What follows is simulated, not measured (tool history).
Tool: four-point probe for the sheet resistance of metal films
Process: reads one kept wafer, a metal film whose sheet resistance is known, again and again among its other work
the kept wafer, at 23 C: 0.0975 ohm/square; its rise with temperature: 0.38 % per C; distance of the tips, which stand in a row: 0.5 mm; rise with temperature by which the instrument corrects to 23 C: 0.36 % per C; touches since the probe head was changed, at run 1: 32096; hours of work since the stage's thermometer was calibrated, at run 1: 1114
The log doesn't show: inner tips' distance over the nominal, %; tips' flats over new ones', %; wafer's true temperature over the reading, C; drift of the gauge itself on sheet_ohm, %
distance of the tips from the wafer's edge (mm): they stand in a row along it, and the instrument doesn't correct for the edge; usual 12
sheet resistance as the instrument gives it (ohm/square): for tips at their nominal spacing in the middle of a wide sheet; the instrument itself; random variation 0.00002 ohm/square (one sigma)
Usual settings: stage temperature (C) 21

run	hour	stage temperature (C)	distance of the tips from the wafer's edge (mm)	touches since the probe head was changed	hours of work since the stage's thermometer was calibrated	sheet resistance as the instrument gives it (ohm/square)
1	0.0	21	12	32096	1114	0.097989
2	15.1	21	12	32629	1122	0.098010
3	28.6	24	12	33103	1128	0.098071
4	51.0	19	12	33894	1139	0.097939
5	77.6	33	12	34829	1152	0.098293
6	107.1	18	12	35868	1167	0.097919
7	121.4	18	23	36375	1174	0.097883
8	136.4	35	12	36902	1181	0.098380
9	157.6	21	12	37649	1192	0.098029
10	179.2	25	12	38410	1202	0.098125
11	193.6	20	25	38916	1209	0.097945
12	206.6	29	12	39377	1216	0.098215
13	224.3	29	12	40000	1225	0.098293
# hour 227.3: stage's thermometer calibrated
14	244.0	21	22	40674	8	0.098021
15	262.6	18	35	41329	17	0.097929
16	286.7	18	35	42181	29	0.097989
17	300.2	18	35	42654	36	0.097935
18	326.5	35	71	43583	49	0.098395
19	341.1	18	11	44097	56	0.098106

Forecast each of these 5 alternatives for the next run:
A	360.2	26	8	44768	65	?
B	360.2	28	11	44768	65	?
C	360.2	34	21	44768	65	?
D	360.2	23	43	44768	65	?
E	360.2	27	13	44768	65	?

run	sheet resistance as the instrument gives it (ohm/square)
A	0.098435
B	0.098305
C	0.098409
D	0.098104
E	0.098290
Without the tool's hidden state the same runs would have given:
run	sheet resistance as the instrument gives it (ohm/square)
A	0.097828
B	0.097701
C	0.097807
D	0.097498
E	0.097685

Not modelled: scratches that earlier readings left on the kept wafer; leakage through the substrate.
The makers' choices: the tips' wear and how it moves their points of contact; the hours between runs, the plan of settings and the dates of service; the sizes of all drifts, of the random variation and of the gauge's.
